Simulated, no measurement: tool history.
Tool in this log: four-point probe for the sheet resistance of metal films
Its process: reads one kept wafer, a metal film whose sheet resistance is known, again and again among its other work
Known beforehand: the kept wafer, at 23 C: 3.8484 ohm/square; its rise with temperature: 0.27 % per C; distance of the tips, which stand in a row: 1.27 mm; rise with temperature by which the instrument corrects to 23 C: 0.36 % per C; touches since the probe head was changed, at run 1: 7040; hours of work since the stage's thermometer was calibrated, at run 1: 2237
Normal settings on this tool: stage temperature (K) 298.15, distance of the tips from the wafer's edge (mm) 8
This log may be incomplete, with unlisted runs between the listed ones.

| run | hour | stage temperature (K) | distance of the tips from the wafer's edge (mm) | touches since the probe head was changed | hours of work since the stage's thermometer was calibrated | sheet resistance as the instrument gives it (ohm/square) |
|---|---|---|---|---|---|---|
| 1 | 0.0 | 298.15 | 8 | 7040 | 2237 | 3.879140 |
|  | 4.7 | stage's thermometer calibrated |
| 2 | 55.0 | 298.15 | 8 | 7975 | 28 | 3.878739 |
| 3 | 156.9 | 298.15 | 8 | 9725 | 83 | 3.877007 |
| 4 | 249.8 | 298.15 | 8 | 11320 | 134 | 3.877193 |
| 5 | 298.3 | 298.15 | 8 | 12154 | 161 | 3.875491 |
|  | 339.0 | stage's thermometer calibrated, once more |
| 6 | 398.8 | 298.15 | 8 | 13871 | 33 | 3.884000 |
| 7 | 496.1 | 298.15 | 8 | 15542 | 86 | 3.883661 |
| 8 | 591.3 | 301.15 | 8 | 17177 | 138 | 3.873284 |
| 9 | 652.0 | 301.15 | 8 | 18220 | 171 | 3.873315 |
| 10 | 711.6 | 301.15 | 45 | 19242 | 204 | 3.825873 |
| 11 | 784.6 | 302.15 | 45 | 20496 | 244 | 3.821448 |
| 12 | 851.3 | 298.15 | 8 | 21642 | 280 | 3.883615 |
| 13 | 908.0 | 298.15 | 8 | 22615 | 311 | 3.883313 |
| 14 | 965.4 | 298.15 | 8 | 23601 | 343 | 3.882317 |
| 15 | 1040.9 | 298.15 | 8 | 24899 | 384 | 3.881945 |
| 16 | 1136.6 | 298.15 | 8 | 26542 | 436 | 3.882917 |
| 17 | 1228.3 | 298.15 | 10 | 28116 | 486 | 3.863205 |
| 18 | 1290.0 | 298.15 | 10 | 29177 | 520 | 3.862951 |
| 19 | 1384.9 | 298.15 | 10 | 30805 | 572 | 3.862421 |
| 20 | 1485.2 | 298.15 | 8 | 32527 | 627 | 3.880786 |
| 21 | 1535.3 | 298.15 | 8 | 33388 | 654 | 3.880095 |
| 22 | 1609.3 | 297.15 | 8 | 34659 | 695 | 3.883336 |
| 23 | 1693.5 | 295.15 | 23 | 36105 | 741 | 3.844144 |
| 24 | 1793.5 | 298.15 | 5 | 37824 | 796 | 3.955652 |
| 25 | 1890.4 | 298.15 | 5 | 39488 | 849 | 3.956816 |
| 26 | 1976.4 | 298.15 | 5 | 40964 | 896 | 3.955304 |
| 27 | 2035.6 | 298.15 | 5 | 41980 | 928 | 3.955299 |
| 28 | 2128.5 | 300.15 | 11 | 43576 | 979 | 3.847431 |
| 29 | 2179.0 | 300.15 | 11 | 44443 | 1006 | 3.844913 |
| 30 | 2248.3 | 300.15 | 11 | 45633 | 1044 | 3.846353 |
| 31 | 2342.4 | 301.15 | 28 | 47249 | 1096 | 3.819891 |
| 32 | 2442.0 | 301.15 | 28 | 48960 | 1150 | 3.819328 |
| 33 | 2537.3 | 304.15 | 50 | 50597 | 1202 | 3.806691 |

Run 34 has not been measured yet. What should we expect?
| 34 | 2586.1 | 293.15 | 4 | 51434 | 1229 | ? |

Run 34 gave sheet resistance as the instrument gives it (ohm/square) 4.036930.
With the hidden condition absent and the run-to-run variation left alone, this run would have shown sheet resistance as the instrument gives it (ohm/square) 4.055330.
